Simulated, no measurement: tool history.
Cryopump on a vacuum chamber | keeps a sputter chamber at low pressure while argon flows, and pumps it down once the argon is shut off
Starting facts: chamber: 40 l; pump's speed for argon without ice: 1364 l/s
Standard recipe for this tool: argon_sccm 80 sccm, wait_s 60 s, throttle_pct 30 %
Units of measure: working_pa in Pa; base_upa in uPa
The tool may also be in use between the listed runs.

Run 1, hour 0: usual settings. Result: working_pa 0.3358 Pa, base_upa 2.72 uPa.
Run 2, hour 35.5: usual settings but throttle_pct 29 %. Result: working_pa 0.3468 Pa, base_upa 2.81 uPa.
Run 3, hour 58: usual settings but throttle_pct 29 %. Result: working_pa 0.3482 Pa, base_upa 2.85 uPa.
Run 4, hour 91: usual settings but wait_s 289 s. Result: working_pa 0.3354 Pa, base_upa 2 uPa.
Run 5, hour 128.3: usual settings but wait_s 289 s. Result: working_pa 0.3364 Pa, base_upa 2.1 uPa.
Run 6, hour 171.1: usual settings but wait_s 289 s. Result: working_pa 0.3385 Pa, base_upa 2.16 uPa.
Run 7, hour 190.2: usual settings but wait_s 29 s. Result: working_pa 0.3371 Pa, base_upa 4.16 uPa.
Run 8, hour 210.8: usual settings but argon_sccm 134 sccm. Result: working_pa 0.5706 Pa, base_upa 3.09 uPa.
Run 9, hour 252.9: usual settings but throttle_pct 22 %. Result: working_pa 0.4586 Pa, base_upa 3.11 uPa.
Run 10, hour 294.1: usual settings. Result: working_pa 0.3408 Pa, base_upa 3.22 uPa.
Run 11, hour 327.1: usual settings. Result: working_pa 0.3445 Pa, base_upa 3.32 uPa.
Run 12, hour 363.3: usual settings but argon_sccm 134 sccm. Result: working_pa 0.5758 Pa, base_upa 3.3 uPa.
Run 13, hour 394.9: usual settings but argon_sccm 134 sccm. Result: working_pa 0.5771 Pa, base_upa 3.32 uPa.
Run 14, hour 425.9: usual settings but argon_sccm 134 sccm. Result: working_pa 0.5801 Pa, base_upa 3.4 uPa.
Run 15, hour 456.3: usual settings but argon_sccm 134 sccm. Result: working_pa 0.5784 Pa, base_upa 3.41 uPa.
At hour 486.2: leaking fittings of the chamber tightened, without venting.
Run 16, hour 490.8: usual settings but wait_s 76 s. Result: working_pa 0.3474 Pa, base_upa 1.14 uPa.
Run 17, hour 521.4: usual settings but wait_s 23 s. Result: working_pa 0.348 Pa, base_upa 3.25 uPa.
Run 18, hour 551.6: usual settings but argon_sccm 36 sccm, wait_s 124 s, throttle_pct 44 %. Result: working_pa 0.1101 Pa, base_upa 0.88 uPa.
Run 19, hour 592.8: usual settings but argon_sccm 36 sccm, wait_s 124 s, throttle_pct 44 %. Result: working_pa 0.1087 Pa, base_upa 0.93 uPa.
Run 20, hour 633.5: usual settings but argon_sccm 95 sccm. Result: working_pa 0.4189 Pa, base_upa 1.55 uPa.
Run 21, hour 669.7: usual settings but argon_sccm 146 sccm, wait_s 144 s, throttle_pct 22 %. Result: working_pa 0.8633 Pa, base_upa 0.97 uPa.
Run 22, hour 688.4: usual settings but argon_sccm 136 sccm, throttle_pct 46 %. Result: working_pa 0.4068 Pa, base_upa 1.62 uPa.

Estimate the outcome of run 23 from the log above:
Run 23, hour 732.4: usual settings but wait_s 21 s. Result: working_pa ?, base_upa ?.

working_pa: 0.3545 Pa
base_upa: 3.75 uPa
Take away the tool's hidden state, keep the run-to-run variation as it was, and the same run would have given working_pa 0.3293 Pa, base_upa 3.38 uPa.
